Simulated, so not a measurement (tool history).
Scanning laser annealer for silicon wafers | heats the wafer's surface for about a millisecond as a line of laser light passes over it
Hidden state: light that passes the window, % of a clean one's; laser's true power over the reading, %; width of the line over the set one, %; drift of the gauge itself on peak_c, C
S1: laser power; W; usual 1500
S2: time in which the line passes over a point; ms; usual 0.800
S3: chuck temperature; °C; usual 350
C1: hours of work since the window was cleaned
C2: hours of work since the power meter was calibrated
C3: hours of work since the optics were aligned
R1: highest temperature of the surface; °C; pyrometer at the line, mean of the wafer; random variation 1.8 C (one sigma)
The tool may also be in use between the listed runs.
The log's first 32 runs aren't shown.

| run | day | S1 | S2 | S3 | C1 | C2 | C3 | R1 |
|---|---|---|---|---|---|---|---|---|
| 33 | 11.488 | 1500 | 0.593 | 376 | 199 | 483 | 79 | 975 |
| 34 | 11.883 | 1545 | 0.740 | 352 | 206 | 489 | 86 | 1038 |
| 35 | 12.167 | 1307 | 0.925 | 358 | 210 | 494 | 91 | 1016 |
| 36 | 12.567 | 1307 | 0.925 | 358 | 217 | 501 | 98 | 1016 |
| 37 | 13.033 | 1440 | 0.591 | 350 | 225 | 509 | 106 | 930 |
| 38 | 13.275 | 1518 | 0.800 | 350 | 230 | 513 | 110 | 1054 |
| 39 | 13.529 | 1518 | 0.810 | 386 | 234 | 518 | 114 | 1096 |
| 40 | 13.762 | 1518 | 0.810 | 386 | 238 | 522 | 118 | 1094 |

Forecast each of these 3 alternatives for the next run:
| A | 14.221 | 1452 | 0.800 | 378 | 246 | 530 | 126 | ? |
| B | 14.221 | 1634 | 0.907 | 360 | 246 | 530 | 126 | ? |
| C | 14.221 | 1361 | 0.829 | 346 | 246 | 530 | 126 | ? |

| run | R1 |
|---|---|
| A | 1054 |
| B | 1159 |
| C | 996 |
Without the tool's hidden state the same runs would have given:
| run | R1 |
|---|---|
| A | 1062 |
| B | 1168 |
| C | 1004 |
